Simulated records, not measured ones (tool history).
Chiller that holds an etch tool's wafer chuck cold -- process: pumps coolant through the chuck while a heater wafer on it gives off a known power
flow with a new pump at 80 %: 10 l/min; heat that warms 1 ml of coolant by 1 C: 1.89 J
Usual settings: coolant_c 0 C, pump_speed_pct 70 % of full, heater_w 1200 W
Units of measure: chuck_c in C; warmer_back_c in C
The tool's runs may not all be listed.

Run 1, day 0.000: usual settings. Result: chuck_c 12.34 C, warmer_back_c 4.38 C.
Run 2, day 1.442: usual settings. Result: chuck_c 12.35 C, warmer_back_c 4.35 C.
Run 3, day 2.154: usual settings. Result: chuck_c 12.43 C, warmer_back_c 4.42 C.
Run 4, day 3.525: usual settings but pump_speed_pct 90 % of full. Result: chuck_c 10.51 C, warmer_back_c 3.39 C.
Run 5, day 4.288: usual settings but heater_w 1637 W. Result: chuck_c 16.84 C, warmer_back_c 6.01 C.
Run 6, day 5.367: usual settings but pump_speed_pct 95 % of full, heater_w 1637 W. Result: chuck_c 14.05 C, warmer_back_c 4.31 C.

Run 7, settings as shown, results not yet in. Your forecast:
Run 7, day 6.842: usual settings but pump_speed_pct 95 % of full, heater_w 1442 W. Result: chuck_c ?, warmer_back_c ?.

chuck_c: 12.25 C
warmer_back_c: 3.83 C
With no hidden state in the tool, this same run would have given chuck_c 12.24 C, warmer_back_c 3.83 C.
